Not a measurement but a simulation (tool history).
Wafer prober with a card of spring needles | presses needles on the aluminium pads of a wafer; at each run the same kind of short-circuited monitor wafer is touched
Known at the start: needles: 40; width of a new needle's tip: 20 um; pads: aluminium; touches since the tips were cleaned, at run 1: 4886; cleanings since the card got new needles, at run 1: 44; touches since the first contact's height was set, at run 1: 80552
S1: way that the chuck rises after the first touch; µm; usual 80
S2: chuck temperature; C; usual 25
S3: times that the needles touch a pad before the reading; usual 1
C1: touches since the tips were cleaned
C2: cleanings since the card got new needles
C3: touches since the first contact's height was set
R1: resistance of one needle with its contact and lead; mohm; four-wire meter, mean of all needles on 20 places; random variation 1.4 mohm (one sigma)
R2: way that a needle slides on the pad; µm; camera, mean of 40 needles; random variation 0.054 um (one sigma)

Run 1, hour 0.0: usual settings; C1 4886; C2 44; C3 80552. Result: R1 131 mohm, R2 20.87 µm.
At hour 4.1: tips cleaned on abrasive film.
Run 2, hour 26.0: usual settings; C1 5258; C2 45; C3 86763. Result: R1 130 mohm, R2 20.73 µm.
At hour 27.6: tips cleaned on abrasive film.
Run 3, hour 48.1: usual settings; C1 4920; C2 46; C3 92043. Result: R1 132 mohm, R2 20.82 µm.
At hour 50.6: tips cleaned on abrasive film.
Run 4, hour 69.0: usual settings but S3 2; C1 4397; C2 47; C3 97017. Result: R1 127 mohm, R2 20.81 µm.
At hour 73.9: tips cleaned on abrasive film.
At hour 97.4: tips cleaned on abrasive film.
Run 5, hour 97.4: usual settings but S3 2; C1 0; C2 49; C3 103771. Result: R1 121 mohm, R2 20.73 µm.
Run 6, hour 116.9: usual settings but S3 3; C1 4674; C2 49; C3 108445. Result: R1 122 mohm, R2 20.70 µm.
At hour 122.1: tips cleaned on abrasive film.
At hour 146.3: tips cleaned on abrasive film.
Run 7, hour 146.3: usual settings but S3 3; C1 0; C2 51; C3 115450. Result: R1 118 mohm, R2 20.75 µm.
At hour 170.6: tips cleaned on abrasive film.
Run 8, hour 173.8: usual settings; C1 753; C2 52; C3 122009. Result: R1 120 mohm, R2 20.72 µm.
At hour 193.7: tips cleaned on abrasive film.
Run 9, hour 194.3: usual settings but S2 121 C; C1 159; C2 53; C3 126918. Result: R1 135 mohm, R2 20.66 µm.
At hour 218.2: tips cleaned on abrasive film.
Run 10, hour 227.3: usual settings but S1 72 µm; C1 2191; C2 54; C3 134796. Result: R1 127 mohm, R2 18.37 µm.
At hour 241.7: tips cleaned on abrasive film.
Run 11, hour 254.8: usual settings but S1 72 µm; C1 3149; C2 55; C3 141369. Result: R1 135 mohm, R2 18.39 µm.
At hour 264.8: tips cleaned on abrasive film.
At hour 288.7: tips cleaned on abrasive film.
Run 12, hour 288.8: usual settings but S2 72 C; C1 26; C2 57; C3 149465. Result: R1 129 mohm, R2 20.47 µm.
At hour 312.6: tips cleaned on abrasive film.
Run 13, hour 321.6: usual settings but S1 64 µm, S2 39 C; C1 2168; C2 58; C3 157308. Result: R1 135 mohm, R2 16.24 µm.
At hour 323.4: height of the first contact set anew.
At hour 336.5: tips cleaned on abrasive film.
Run 14, hour 340.9: usual settings but S1 93 µm; C1 1051; C2 59; C3 4178. Result: R1 124 mohm, R2 23.72 µm.
Run 15, hour 357.7: usual settings but S1 61 µm, S2 113 C, S3 3; C1 5080; C2 59; C3 8207. Result: R1 145 mohm, R2 15.23 µm.
At hour 361.1: tips cleaned on abrasive film.
Run 16, hour 373.9: usual settings but S2 51 C; C1 3073; C2 60; C3 12064. Result: R1 131 mohm, R2 20.19 µm.
At hour 385.7: tips cleaned on abrasive film.
Run 17, hour 405.7: usual settings but S1 97 µm, S2 105 C; C1 4808; C2 61; C3 19666. Result: R1 135 mohm, R2 24.79 µm.
At hour 409.4: tips cleaned on abrasive film.
Run 18, hour 429.8: usual settings but S1 97 µm, S2 105 C; C1 4887; C2 62; C3 25417. Result: R1 133 mohm, R2 24.65 µm.
At hour 432.1: tips cleaned on abrasive film.
At hour 455.3: tips cleaned on abrasive film.
Run 19, hour 462.1: usual settings but S1 97 µm, S2 44 C; C1 1646; C2 64; C3 33114. Result: R1 127 mohm, R2 24.52 µm.
At hour 480.4: tips cleaned on abrasive film.
Run 20, hour 481.1: usual settings but S1 97 µm, S2 44 C; C1 159; C2 65; C3 37640. Result: R1 119 mohm, R2 24.63 µm.
Run 21, hour 499.3: usual settings but S1 97 µm, S2 44 C; C1 4523; C2 65; C3 42004. Result: R1 128 mohm, R2 24.68 µm.
At hour 503.4: tips cleaned on abrasive film.
At hour 506.8: height of the first contact set anew, once more.
Run 22, hour 521.1: usual settings but S1 62 µm, S2 35 C; C1 4172; C2 66; C3 3433. Result: R1 139 mohm, R2 16.47 µm.

Forecast each of these 4 alternatives for the next run:
At hour 528.3: tips cleaned on abrasive film.
At hour 551.4: tips cleaned on abrasive film.
Run A, hour 551.4: usual settings but S2 27 C, S3 3; C1 0; C2 68; C3 10626. Result: R1 ?, R2 ?.
At hour 528.3: tips cleaned on abrasive film.
At hour 551.4: tips cleaned on abrasive film.
Run B, hour 551.4: usual settings but S1 68 µm; C1 0; C2 68; C3 10626. Result: R1 ?, R2 ?.
At hour 528.3: tips cleaned on abrasive film.
At hour 551.4: tips cleaned on abrasive film.
Run C, hour 551.4: usual settings but S1 62 µm, S2 57 C; C1 0; C2 68; C3 10626. Result: R1 ?, R2 ?.
At hour 528.3: tips cleaned on abrasive film.
At hour 551.4: tips cleaned on abrasive film.
Run D, hour 551.4: usual settings but S1 61 µm, S3 2; C1 0; C2 68; C3 10626. Result: R1 ?, R2 ?.

run   R1     R2
  A  120  21.12
  B  120  17.96
  C  128  16.39
  D  124  16.12
Without the tool's hidden state the same runs would have given:
run   R1     R2
  A  119  21.18
  B  118  18.02
  C  126  16.45
  D  121  16.18
